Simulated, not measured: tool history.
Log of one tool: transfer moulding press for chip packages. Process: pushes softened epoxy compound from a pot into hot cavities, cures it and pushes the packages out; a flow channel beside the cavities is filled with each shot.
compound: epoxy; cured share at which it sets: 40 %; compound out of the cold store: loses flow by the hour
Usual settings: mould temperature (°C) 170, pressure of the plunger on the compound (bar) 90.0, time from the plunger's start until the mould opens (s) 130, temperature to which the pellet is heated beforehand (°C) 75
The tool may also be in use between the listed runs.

| run | hour | mould temperature (°C) | pressure of the plunger on the compound (bar) | time from the plunger's start until the mould opens (s) | temperature to which the pellet is heated beforehand (°C) | incoming compound's hours out of the cold store | length that the compound runs in the flow channel (mm) | greatest force on the pins that push the packages out (N) |
|---|---|---|---|---|---|---|---|---|
| 1 | 0.0 | 170 | 90.0 | 130 | 75 | 23.4 | 870 | 698 |
| 2 | 53.4 | 170 | 90.0 | 113 | 75 | 44.3 | 800 | 902 |
|  | 84.2 | cavities cleaned with cleaning compound and waxed |
| 3 | 116.4 | 170 | 90.0 | 113 | 75 | 35.9 | 828 | 642 |
|  | 168.4 | plunger's sealing rings changed |
| 4 | 195.8 | 170 | 90.0 | 113 | 75 | 44.9 | 869 | 826 |
|  | 251.4 | cavities cleaned with cleaning compound and waxed |
| 5 | 278.1 | 170 | 90.0 | 113 | 75 | 31.0 | 907 | 609 |
| 6 | 359.8 | 170 | 90.0 | 113 | 75 | 47.9 | 837 | 848 |
|  | 414.1 | cavities cleaned with cleaning compound and waxed |
| 7 | 419.3 | 170 | 90.0 | 113 | 75 | 32.5 | 890 | 523 |
| 8 | 466.1 | 170 | 90.0 | 165 | 75 | 35.9 | 890 | 545 |
| 9 | 521.5 | 170 | 76.6 | 130 | 75 | 37.5 | 803 | 737 |
| 10 | 571.1 | 168 | 76.6 | 130 | 75 | 27.2 | 846 | 835 |
|  | 578.1 | cavities cleaned with cleaning compound and waxed |
| 11 | 650.2 | 165 | 76.6 | 130 | 75 | 40.8 | 790 | 797 |
| 12 | 709.2 | 165 | 76.6 | 130 | 75 | 38.7 | 796 | 910 |
|  | 716.2 | mould's thermocouples calibrated |
|  | 745.9 | cavities cleaned with cleaning compound and waxed |
| 13 | 748.4 | 165 | 108.4 | 130 | 75 | 28.1 | 993 | 543 |
| 14 | 794.7 | 165 | 108.4 | 130 | 75 | 33.9 | 963 | 756 |
| 15 | 844.6 | 170 | 90.4 | 168 | 75 | 8.1 | 955 | 683 |
|  | 912.1 | cavities cleaned with cleaning compound and waxed |
| 16 | 915.2 | 170 | 90.4 | 168 | 75 | 20.3 | 883 | 400 |
| 17 | 975.2 | 168 | 85.0 | 129 | 82 | 47.6 | 778 | 699 |
| 18 | 1014.9 | 168 | 85.0 | 129 | 82 | 33.5 | 819 | 801 |
|  | 1080.4 | cavities cleaned with cleaning compound and waxed |
| 19 | 1085.9 | 173 | 68.9 | 129 | 78 | 46.0 | 678 | 415 |
|  | 1152.1 | plunger's sealing rings changed |
| 20 | 1161.1 | 170 | 83.3 | 119 | 75 | 17.8 | 940 | 755 |
| 21 | 1233.7 | 170 | 83.3 | 131 | 70 | 26.8 | 902 | 810 |
|  | 1251.0 | cavities cleaned with cleaning compound and waxed |
| 22 | 1287.2 | 170 | 90.0 | 168 | 75 | 38.9 | 891 | 529 |
| 23 | 1357.5 | 170 | 90.0 | 158 | 71 | 23.3 | 929 | 680 |

The next listed run, before its measurement:
|  | 1416.6 | cavities cleaned with cleaning compound and waxed |
| 24 | 1425.9 | 177 | 90.0 | 130 | 66 | 20.3 | ? | ? |

{"run 24": {"length that the compound runs in the flow channel (mm)": 899, "greatest force on the pins that push the packages out (N)": 440}}
Without the tool's hidden state the same run would have given length that the compound runs in the flow channel (mm) 926, greatest force on the pins that push the packages out (N) 386.
